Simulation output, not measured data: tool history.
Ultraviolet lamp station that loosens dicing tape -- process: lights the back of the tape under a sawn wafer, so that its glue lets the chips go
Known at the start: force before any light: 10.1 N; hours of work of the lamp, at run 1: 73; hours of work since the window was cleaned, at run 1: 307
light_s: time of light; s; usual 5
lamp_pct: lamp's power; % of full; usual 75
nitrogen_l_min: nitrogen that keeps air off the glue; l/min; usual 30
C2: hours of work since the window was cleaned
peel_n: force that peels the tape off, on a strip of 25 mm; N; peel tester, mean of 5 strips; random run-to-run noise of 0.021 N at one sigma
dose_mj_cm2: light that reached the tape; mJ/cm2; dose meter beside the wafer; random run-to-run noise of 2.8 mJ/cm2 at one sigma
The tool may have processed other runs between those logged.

Run 1, hour 0: usual settings; hours of work of the lamp 73; C2 307. Result: peel_n 1.412 N, dose_mj_cm2 329 mJ/cm2.
Run 2, hour 15.4: usual settings; hours of work of the lamp 79; C2 314. Result: peel_n 1.382 N, dose_mj_cm2 324 mJ/cm2.
Run 3, hour 33.3: usual settings but light_s 10 s; hours of work of the lamp 87; C2 321. Result: peel_n 0.366 N, dose_mj_cm2 660 mJ/cm2.
Run 4, hour 54.2: usual settings but light_s 10 s; hours of work of the lamp 96; C2 330. Result: peel_n 0.378 N, dose_mj_cm2 657 mJ/cm2.
Run 5, hour 64.1: usual settings but lamp_pct 73 % of full; hours of work of the lamp 100; C2 334. Result: peel_n 1.492 N, dose_mj_cm2 313 mJ/cm2.
Run 6, hour 75.5: usual settings but lamp_pct 73 % of full; hours of work of the lamp 105; C2 339. Result: peel_n 1.504 N, dose_mj_cm2 315 mJ/cm2.
Run 7, hour 89.4: usual settings but lamp_pct 73 % of full; hours of work of the lamp 111; C2 345. Result: peel_n 1.512 N, dose_mj_cm2 312 mJ/cm2.

Forecast run 8:
Run 8, hour 100.2: usual settings but lamp_pct 73 % of full; hours of work of the lamp 115; C2 350. Result: peel_n ?, dose_mj_cm2 ?.

peel_n: 1.577 N
dose_mj_cm2: 314 mJ/cm2
With the hidden condition absent and the run-to-run variation left alone, this run would have shown peel_n 1.128 N, dose_mj_cm2 376 mJ/cm2.

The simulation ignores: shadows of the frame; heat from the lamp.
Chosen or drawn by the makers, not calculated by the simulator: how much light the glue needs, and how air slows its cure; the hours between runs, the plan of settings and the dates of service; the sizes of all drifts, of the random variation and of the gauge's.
